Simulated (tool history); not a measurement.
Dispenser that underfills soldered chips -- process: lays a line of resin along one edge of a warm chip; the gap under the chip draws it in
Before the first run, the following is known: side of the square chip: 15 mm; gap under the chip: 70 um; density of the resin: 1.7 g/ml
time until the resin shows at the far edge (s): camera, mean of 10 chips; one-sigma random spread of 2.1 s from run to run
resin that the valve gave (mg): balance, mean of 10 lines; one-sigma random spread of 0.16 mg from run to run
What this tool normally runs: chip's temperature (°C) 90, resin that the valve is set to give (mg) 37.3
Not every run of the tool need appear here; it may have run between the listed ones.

run    day  chip's temperature (°C)  resin that the valve is set to give (mg)  time until the resin shows at the far edge (s)  resin that the valve gave (mg)
  1  0.000                       90                                      37.3                                           216.7                           36.79
  2  0.167                       90                                      47.0                                           233.9                           46.06
  3  0.467                       90                                      37.3                                           297.7                           36.73
     0.608  -- new syringe of resin
  4  0.725                       90                                      42.9                                           216.1                           42.07
  5  0.875                       90                                      42.9                                           245.3                           41.77
  6  1.133                       90                                      42.9                                           292.8                           41.67
     1.258  -- new syringe of resin
  7  1.308                       90                                      37.3                                           217.6                           35.77
  8  1.675                       90                                      37.3                                           285.3                           35.94
     1.896  -- new syringe of resin
  9  1.971                       90                                      37.3                                           217.2                           35.92
 10  2.204                       90                                      37.3                                           259.8                           35.72
 11  2.488                       90                                      37.3                                           319.1                           35.10
     2.550  -- new syringe of resin
     2.592  -- dispensing valve cleaned and set on the balance
 12  2.879                       90                                      37.3                                           258.0                           37.24
 13  3.100                       90                                      37.3                                           307.6                           37.02
     3.254  -- new syringe of resin
 14  3.312                       90                                      37.3                                           212.1                           36.90
 15  3.658                       90                                      37.3                                           281.0                           36.47
     3.921  -- new syringe of resin
 16  3.971                       90                                      37.3                                           216.5                           36.56
 17  4.192                       90                                      44.8                                           239.8                           43.65
 18  4.433                       90                                      44.8                                           290.4                           43.60
     4.558  -- new syringe of resin
 19  4.692                      100                                      34.0                                           164.2                           33.01
 20  4.904                      100                                      34.0                                           196.3                           32.55
     5.212  -- new syringe of resin
 21  5.212                       94                                      33.2                                           183.0                           31.83
 22  5.488                       94                                      33.2                                           231.8                           31.82
 23  5.696                       94                                      33.2                                           273.3                           31.48
     5.875  -- dispensing valve cleaned and set on the balance
     5.908  -- new syringe of resin
 24  5.912                       94                                      33.2                                           180.9                           33.13
 25  6.258                       99                                      47.1                                           188.0                           46.82
 26  6.454                      103                                      47.2                                           186.0                           46.92
     6.558  -- new syringe of resin
 27  6.712                      102                                      40.4                                           145.3                           40.10
 28  6.896                      102                                      40.4                                           165.8                           39.91
 29  7.162                       88                                      39.1                                           339.8                           38.46
     7.221  -- new syringe of resin
 30  7.342                      102                                      46.0                                           141.3                           45.17
 31  7.558                      102                                      46.0                                           164.5                           44.96
     7.858  -- new syringe of resin
 32  7.871                       94                                      44.9                                           172.3                           43.95
 33  8.196                       80                                      45.4                                           365.6                           44.15
 34  8.388                       88                                      35.7                                           335.0                           34.42
     8.529  -- new syringe of resin
 35  8.604                      102                                      38.9                                           138.8                           37.28
 36  8.888                       77                                      43.0                                           431.3                           40.80

Each row is a separate what-if for the run after 36, all from the same tool condition, not one after another. Results?
     9.167  -- dispensing valve cleaned and set on the balance
     9.225  -- new syringe of resin
  A  9.292                       92                                      34.1                                               ?                               ?
     9.167  -- dispensing valve cleaned and set on the balance
     9.225  -- new syringe of resin
  B  9.292                       93                                      43.0                                               ?                               ?
     9.167  -- dispensing valve cleaned and set on the balance
     9.225  -- new syringe of resin
  C  9.292                       91                                      46.4                                               ?                               ?

run  time until the resin shows at the far edge (s)  resin that the valve gave (mg)
  A                                           201.0                           34.10
  B                                           184.5                           42.94
  C                                           197.5                           46.31
Without the tool's unlogged condition, the same runs would have read:
run  time until the resin shows at the far edge (s)  resin that the valve gave (mg)
  A                                           200.5                           34.16
  B                                           184.2                           43.02
  C                                           197.2                           46.40
